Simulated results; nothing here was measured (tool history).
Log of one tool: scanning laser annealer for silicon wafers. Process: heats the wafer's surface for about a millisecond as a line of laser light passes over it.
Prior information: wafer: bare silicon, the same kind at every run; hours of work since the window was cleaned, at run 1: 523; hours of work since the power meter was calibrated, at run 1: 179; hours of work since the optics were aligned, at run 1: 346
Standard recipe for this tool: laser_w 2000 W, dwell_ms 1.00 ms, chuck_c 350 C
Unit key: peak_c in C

run   hour  laser_w  dwell_ms  chuck_c  hours of work since the window was cleaned  hours of work since the power meter was calibrated  hours of work since the optics were aligned  peak_c
  1    0.0     2000      1.00      350                                         523                                                 179                                          346    1017
  2    9.5     2000      1.00      344                                         528                                                 184                                          351    1007
      17.3  -- window over the wafer cleaned
  3   21.7     2000      1.00      344                                           2                                                 190                                          357    1050
  4   29.9     2000      0.77      350                                           7                                                 195                                          362     961
  5   36.0     2000      0.77      350                                          10                                                 198                                          365     965
  6   45.7     2105      1.00      350                                          16                                                 203                                          370    1083
  7   51.1     2105      1.00      350                                          19                                                 206                                          373    1080
  8   61.5     2105      1.00      350                                          25                                                 212                                          379    1086
  9   68.0     2000      1.00      341                                          28                                                 216                                          383    1040
 10   74.6     2000      1.19      341                                          32                                                 219                                          386    1101
 11   84.8     2000      1.19      341                                          38                                                 225                                          392    1103
 12   92.1     2000      1.00      350                                          42                                                 229                                          396    1044
 13  101.5     2000      1.00      350                                          47                                                 234                                          401    1048
 14  112.5     2000      1.00      350                                          53                                                 241                                          407    1043
 15  121.1     2000      1.00      350                                          58                                                 245                                          412    1044
 16  129.6     2000      1.00      350                                          62                                                 250                                          417    1046
 17  139.7     2000      1.00      378                                          68                                                 256                                          423    1075
 18  144.4     2000      1.00      378                                          71                                                 258                                          425    1072
 19  155.2     2000      1.00      378                                          77                                                 264                                          431    1072
 20  165.9     2000      1.00      378                                          83                                                 270                                          437    1072
 21  177.2     1953      0.84      331                                          89                                                 276                                          443     953
 22  183.1     1944      0.84      388                                          92                                                 280                                          447    1006
 23  193.4     2000      0.83      350                                          98                                                 285                                          452     983
 24  202.7     2000      1.00      341                                         103                                                 291                                          458    1033
 25  211.6     2000      1.00      379                                         108                                                 296                                          462    1068
 26  220.2     1993      0.74      382                                         113                                                 300                                          467     975
 27  229.2     1993      0.74      382                                         118                                                 305                                          472     976
 28  236.0     1993      0.74      382                                         121                                                 309                                          476     973
 29  244.8     1990      1.00      350                                         126                                                 314                                          481    1036
 30  253.3     2060      0.84      375                                         131                                                 319                                          486    1027
 31  263.0     1904      1.00      350                                         136                                                 324                                          491    1008
 32  271.7     1904      1.00      350                                         141                                                 329                                          496    1007
 33  277.6     1904      1.00      350                                         145                                                 332                                          499    1008
 34  287.4     1904      1.00      350                                         150                                                 338                                          505    1009
 35  295.6     1904      1.00      350                                         155                                                 342                                          509    1006
 36  300.9     1852      1.00      377                                         158                                                 345                                          512    1019
 37  307.1     1703      0.75      324                                         161                                                 349                                          516     834
 38  314.4     1703      0.75      324                                         165                                                 353                                          520     834
 39  319.3     1703      0.75      347                                         168                                                 355                                          522     856
 40  327.8     1927      1.00      350                                         172                                                 360                                          527    1015

Selected run-to-run steps in peak_c, each split into two signed amounts: the part the tool would show with no hidden state at all (from settings, incoming material and random variation), and the remainder, which goes to the hidden state together with any gauge scatter not common to the measured and the hidden-state-free results:
The tool's hidden condition here consists of: light that passes the window, % of a clean one's; laser's true power over the reading, %; width of the line over the set one, %; drift of the gauge itself on peak_c, C.
Run 2 -> 3: window over the wafer cleaned. peak_c +43 C: hidden state +32, all else +11.
Run 20 -> 21: laser_w 2000 -> 1953, dwell_ms 1.00 -> 0.84, chuck_c 378 -> 331. peak_c -119 C: hidden state +1, all else -120.
Run 36 -> 37: laser_w 1852 -> 1703, dwell_ms 1.00 -> 0.75, chuck_c 377 -> 324. peak_c -185 C: hidden state +3, all else -188.
Run 39 -> 40: laser_w 1703 -> 1927, dwell_ms 0.75 -> 1.00, chuck_c 347 -> 350. peak_c +159 C: hidden state -4, all else +163.
